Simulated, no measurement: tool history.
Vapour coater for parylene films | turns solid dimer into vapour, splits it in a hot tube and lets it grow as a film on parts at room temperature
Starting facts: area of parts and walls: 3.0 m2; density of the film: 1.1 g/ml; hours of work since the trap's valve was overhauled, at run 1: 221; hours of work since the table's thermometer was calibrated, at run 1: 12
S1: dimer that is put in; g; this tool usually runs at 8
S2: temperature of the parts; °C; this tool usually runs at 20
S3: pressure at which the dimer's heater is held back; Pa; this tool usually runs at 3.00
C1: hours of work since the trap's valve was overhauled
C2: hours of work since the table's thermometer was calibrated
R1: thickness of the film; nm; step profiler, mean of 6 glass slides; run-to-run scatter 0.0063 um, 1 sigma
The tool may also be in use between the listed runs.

Run 1, hour 0.0: usual settings; C1 221; C2 12. Result: R1 1387 nm.
Run 2, hour 19.4: usual settings but S2 13 °C; C1 232; C2 23. Result: R1 1939 nm.
Run 3, hour 36.8: usual settings but S2 13 °C; C1 241; C2 33. Result: R1 1944 nm.
Run 4, hour 52.3: usual settings; C1 250; C2 41. Result: R1 1392 nm.
Run 5, hour 63.5: usual settings but S3 3.52 Pa; C1 256; C2 48. Result: R1 1332 nm.
Run 6, hour 79.6: usual settings but S3 3.52 Pa; C1 265; C2 56. Result: R1 1328 nm.
Run 7, hour 90.5: usual settings but S3 3.52 Pa; C1 271; C2 63. Result: R1 1314 nm.
Run 8, hour 101.2: usual settings but S3 3.52 Pa; C1 277; C2 68. Result: R1 1328 nm.
Run 9, hour 115.3: usual settings; C1 285; C2 76. Result: R1 1370 nm.
Run 10, hour 133.2: usual settings; C1 295; C2 86. Result: R1 1367 nm.
Run 11, hour 142.1: usual settings; C1 299; C2 91. Result: R1 1361 nm.
Run 12, hour 155.1: usual settings; C1 307; C2 98. Result: R1 1362 nm.
Run 13, hour 174.6: usual settings; C1 317; C2 109. Result: R1 1352 nm.
Run 14, hour 184.0: usual settings; C1 323; C2 114. Result: R1 1358 nm.
Run 15, hour 195.6: usual settings but S2 29 °C; C1 329; C2 121. Result: R1 865 nm.
Run 16, hour 213.9: usual settings; C1 339; C2 131. Result: R1 1346 nm.
Run 17, hour 230.1: usual settings; C1 348; C2 140. Result: R1 1352 nm.
Run 18, hour 250.8: usual settings; C1 360; C2 151. Result: R1 1337 nm.
Run 19, hour 267.9: usual settings but S2 25 °C; C1 369; C2 161. Result: R1 1047 nm.
Run 20, hour 280.9: usual settings but S2 25 °C; C1 376; C2 168. Result: R1 1049 nm.
Run 21, hour 296.9: usual settings but S2 25 °C; C1 385; C2 177. Result: R1 1043 nm.
Run 22, hour 317.1: usual settings but S2 25 °C; C1 396; C2 188. Result: R1 1050 nm.
Run 23, hour 326.9: usual settings but S2 23 °C; C1 402; C2 193. Result: R1 1144 nm.
Run 24, hour 343.5: usual settings but S2 23 °C; C1 411; C2 202. Result: R1 1137 nm.
Run 25, hour 354.6: usual settings but S1 4 g, S2 23 °C; C1 417; C2 208. Result: R1 580 nm.
Run 26, hour 371.9: usual settings but S1 4 g, S2 23 °C; C1 426; C2 218. Result: R1 570 nm.
Run 27, hour 386.8: usual settings but S1 9 g, S2 23 °C; C1 435; C2 226. Result: R1 1276 nm.
Run 28, hour 406.3: usual settings but S1 13 g, S2 19 °C, S3 3.38 Pa; C1 445; C2 237. Result: R1 2202 nm.
Run 29, hour 420.5: usual settings but S1 11 g, S2 13 °C, S3 8.45 Pa; C1 453; C2 245. Result: R1 2083 nm.
Run 30, hour 439.1: usual settings but S1 10 g; C1 464; C2 255. Result: R1 1645 nm.
Run 31, hour 454.8: usual settings but S1 4 g, S2 31 °C; C1 472; C2 264. Result: R1 386 nm.
Run 32, hour 467.0: usual settings but S1 4 g, S2 31 °C; C1 479; C2 271. Result: R1 390 nm.
Run 33, hour 475.5: usual settings but S1 9 g, S3 2.71 Pa; C1 484; C2 275. Result: R1 1496 nm.
Run 34, hour 486.7: usual settings but S1 12 g, S2 16 °C, S3 11.42 Pa; C1 490; C2 282. Result: R1 1827 nm.
Run 35, hour 497.0: usual settings but S1 6 g, S2 16 °C, S3 6.20 Pa; C1 496; C2 287. Result: R1 1028 nm.
Run 36, hour 507.9: usual settings but S1 7 g, S2 29 °C; C1 502; C2 293. Result: R1 736 nm.
Run 37, hour 517.1: usual settings but S1 13 g, S2 18 °C, S3 2.44 Pa; C1 507; C2 298. Result: R1 2422 nm.
Run 38, hour 534.8: usual settings but S1 10 g, S2 12 °C, S3 7.12 Pa; C1 517; C2 308. Result: R1 2019 nm.
At hour 550.0: trap's valve overhauled.
Run 39, hour 559.2: usual settings but S1 10 g, S2 12 °C, S3 6.37 Pa; C1 5; C2 319. Result: R1 2382 nm.
Run 40, hour 573.5: usual settings but S1 10 g, S2 12 °C, S3 6.37 Pa; C1 13; C2 327. Result: R1 2372 nm.
Run 41, hour 583.8: usual settings but S1 10 g, S2 22 °C, S3 5.31 Pa; C1 19; C2 333. Result: R1 1499 nm.
Run 42, hour 599.7: usual settings but S1 10 g, S2 22 °C, S3 5.31 Pa; C1 27; C2 342. Result: R1 1498 nm.
Run 43, hour 617.7: usual settings but S1 10 g, S2 22 °C, S3 5.31 Pa; C1 37; C2 352. Result: R1 1506 nm.
Run 44, hour 636.4: usual settings but S1 9 g, S2 22 °C, S3 5.31 Pa; C1 48; C2 362. Result: R1 1336 nm.
Run 45, hour 655.1: usual settings but S1 4 g, S2 16 °C, S3 4.11 Pa; C1 58; C2 372. Result: R1 847 nm.
Run 46, hour 663.6: usual settings but S2 12 °C, S3 2.48 Pa; C1 63; C2 377. Result: R1 2266 nm.
Run 47, hour 680.4: usual settings but S1 4 g, S3 2.20 Pa; C1 72; C2 386. Result: R1 786 nm.

The same runs without the tool's hidden state, with the same run-to-run variation:
The tool's hidden condition here consists of: vapour lost through the trap's worn valve, %; true temperature of the parts over the reading, C; drift of the gauge itself on film_um, %.
run    R1
  1  1463
  2  2051
  3  2060
  4  1477
  5  1416
  6  1414
  7  1402
  8  1417
  9  1465
 10  1465
 11  1460
 12  1464
 13  1456
 14  1465
 15   935
 16  1457
 17  1466
 18  1454
 19  1140
 20  1144
 21  1141
 22  1150
 23  1256
 24  1251
 25   638
 26   629
 27  1412
 28  2441
 29  2313
 30  1831
 31   430
 32   435
 33  1674
 34  2047
 35  1154
 36   827
 37  2724
 38  2277
 39  2331
 40  2325
 41  1471
 42  1473
 43  1484
 44  1319
 45   838
 46  2244
 47   780
